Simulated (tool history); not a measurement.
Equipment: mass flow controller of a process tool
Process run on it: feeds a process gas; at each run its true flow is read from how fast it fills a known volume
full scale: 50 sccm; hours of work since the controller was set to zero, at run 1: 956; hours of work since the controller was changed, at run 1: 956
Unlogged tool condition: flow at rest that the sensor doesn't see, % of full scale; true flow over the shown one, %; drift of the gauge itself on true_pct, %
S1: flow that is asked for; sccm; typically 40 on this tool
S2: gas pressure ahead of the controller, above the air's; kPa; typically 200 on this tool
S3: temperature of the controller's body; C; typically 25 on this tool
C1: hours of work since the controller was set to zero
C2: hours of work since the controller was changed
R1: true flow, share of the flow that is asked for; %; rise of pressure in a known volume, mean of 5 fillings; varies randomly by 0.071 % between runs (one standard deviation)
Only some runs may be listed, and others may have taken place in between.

| run | hour | S1 | S2 | S3 | C1 | C2 | R1 |
|---|---|---|---|---|---|---|---|
| 1 | 0 | 40 | 200 | 25 | 956 | 956 | 99.43 |
| 2 | 212.5 | 40 | 200 | 25 | 1101 | 1101 | 99.46 |
| 3 | 441.4 | 40 | 200 | 25 | 1258 | 1258 | 99.4 |
| 4 | 659.7 | 40 | 200 | 30 | 1407 | 1407 | 99.1 |
| 5 | 845.2 | 40 | 200 | 25 | 1534 | 1534 | 99.63 |
| 6 | 1040.5 | 40 | 200 | 25 | 1668 | 1668 | 99.47 |
| 7 | 1240.7 | 40 | 200 | 25 | 1805 | 1805 | 99.5 |
| 8 | 1413.9 | 40 | 200 | 25 | 1924 | 1924 | 99.56 |
| 9 | 1511.5 | 40 | 142 | 25 | 1990 | 1990 | 99.63 |
| 10 | 1630.3 | 40 | 200 | 25 | 2072 | 2072 | 99.4 |
| 11 | 1799.8 | 40 | 200 | 25 | 2188 | 2188 | 99.48 |
| 12 | 1922 | 40 | 196 | 25 | 2271 | 2271 | 99.48 |
| 13 | 2123.7 | 40 | 200 | 25 | 2409 | 2409 | 99.51 |
| 14 | 2255.3 | 40 | 200 | 25 | 2499 | 2499 | 99.47 |
| 15 | 2412.2 | 40 | 200 | 25 | 2607 | 2607 | 99.49 |
| 16 | 2627.8 | 40 | 200 | 25 | 2754 | 2754 | 99.49 |
| 17 | 2722.1 | 40 | 200 | 25 | 2819 | 2819 | 99.59 |
| 18 | 2871.6 | 40 | 200 | 25 | 2921 | 2921 | 99.4 |
| 19 | 3087.1 | 8 | 200 | 37 | 3069 | 3069 | 96.73 |
| 20 | 3314.8 | 8 | 200 | 37 | 3225 | 3225 | 96.72 |
| 21 | 3422.9 | 40 | 252 | 25 | 3299 | 3299 | 99.4 |
| 22 | 3521.5 | 26 | 214 | 21 | 3366 | 3366 | 99.1 |

Forecast run 23:
| 23 | 3671.2 | 40 | 198 | 27 | 3469 | 3469 | ? |

{"run 23": {"R1": 99.38}}
If the tool had no hidden condition, the same run with the same run-to-run variation would have returned R1 99.38 %.
